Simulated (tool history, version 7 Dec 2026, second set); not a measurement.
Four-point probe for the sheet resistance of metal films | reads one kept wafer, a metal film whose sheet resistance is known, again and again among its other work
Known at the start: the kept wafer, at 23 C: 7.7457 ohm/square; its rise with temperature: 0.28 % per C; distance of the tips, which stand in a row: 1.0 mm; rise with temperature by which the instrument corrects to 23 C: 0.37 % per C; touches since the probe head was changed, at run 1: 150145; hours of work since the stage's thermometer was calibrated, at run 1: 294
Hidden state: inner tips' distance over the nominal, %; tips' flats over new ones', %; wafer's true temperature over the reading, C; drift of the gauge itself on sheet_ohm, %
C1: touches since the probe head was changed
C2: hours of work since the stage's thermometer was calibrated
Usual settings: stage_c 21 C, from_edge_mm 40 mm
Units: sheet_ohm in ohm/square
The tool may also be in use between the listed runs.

{"run": 1, "hour": 0.0, "stage_c": 21, "from_edge_mm": 40, "C1": 150145, "C2": 294, "sheet_ohm": 7.856805}
{"run": 2, "hour": 71.0, "stage_c": 21, "from_edge_mm": 40, "C1": 152373, "C2": 324, "sheet_ohm": 7.859165}
{"run": 3, "hour": 159.0, "stage_c": 21, "from_edge_mm": 40, "C1": 155133, "C2": 361, "sheet_ohm": 7.863062}
{"run": 4, "hour": 229.3, "stage_c": 21, "from_edge_mm": 7, "C1": 157340, "C2": 391, "sheet_ohm": 7.948696}
{"hour": 281.7, "done": "new probe head fitted"}
{"run": 5, "hour": 329.6, "stage_c": 21, "from_edge_mm": 40, "C1": 1503, "C2": 433, "sheet_ohm": 7.758652}
{"run": 6, "hour": 408.7, "stage_c": 21, "from_edge_mm": 40, "C1": 3983, "C2": 467, "sheet_ohm": 7.760616}
{"run": 7, "hour": 477.8, "stage_c": 25, "from_edge_mm": 42, "C1": 6152, "C2": 496, "sheet_ohm": 7.733621}
{"run": 8, "hour": 549.5, "stage_c": 27, "from_edge_mm": 12, "C1": 8401, "C2": 527, "sheet_ohm": 7.748091}
{"run": 9, "hour": 626.3, "stage_c": 23, "from_edge_mm": 9, "C1": 10810, "C2": 559, "sheet_ohm": 7.801915}
{"run": 10, "hour": 704.8, "stage_c": 23, "from_edge_mm": 9, "C1": 13272, "C2": 592, "sheet_ohm": 7.801494}
{"run": 11, "hour": 812.6, "stage_c": 24, "from_edge_mm": 40, "C1": 16654, "C2": 638, "sheet_ohm": 7.749197}
{"run": 12, "hour": 930.8, "stage_c": 21, "from_edge_mm": 4, "C1": 20362, "C2": 688, "sheet_ohm": 8.022207}

5 ways to go on from here, each from the tool as it stands after run 12. What would each give?
{"run": "A", "hour": 1047.0, "stage_c": 22, "from_edge_mm": 40, "C1": 24006, "C2": 738, "sheet_ohm": "?"}
{"run": "B", "hour": 1047.0, "stage_c": 28, "from_edge_mm": 40, "C1": 24006, "C2": 738, "sheet_ohm": "?"}
{"run": "C", "hour": 1047.0, "stage_c": 20, "from_edge_mm": 19, "C1": 24006, "C2": 738, "sheet_ohm": "?"}
{"run": "D", "hour": 1047.0, "stage_c": 21, "from_edge_mm": 19, "C1": 24006, "C2": 738, "sheet_ohm": "?"}
{"run": "E", "hour": 1047.0, "stage_c": 21, "from_edge_mm": 7, "C1": 24006, "C2": 738, "sheet_ohm": "?"}

run=A sheet_ohm=7.769025
run=B sheet_ohm=7.727809
run=C sheet_ohm=7.792485
run=D sheet_ohm=7.785319
run=E sheet_ohm=7.856662
Without the tool's hidden state the same runs would have given:
run=A sheet_ohm=7.75593
run=B sheet_ohm=7.714814
run=C sheet_ohm=7.779341
run=D sheet_ohm=7.772192
run=E sheet_ohm=7.843423
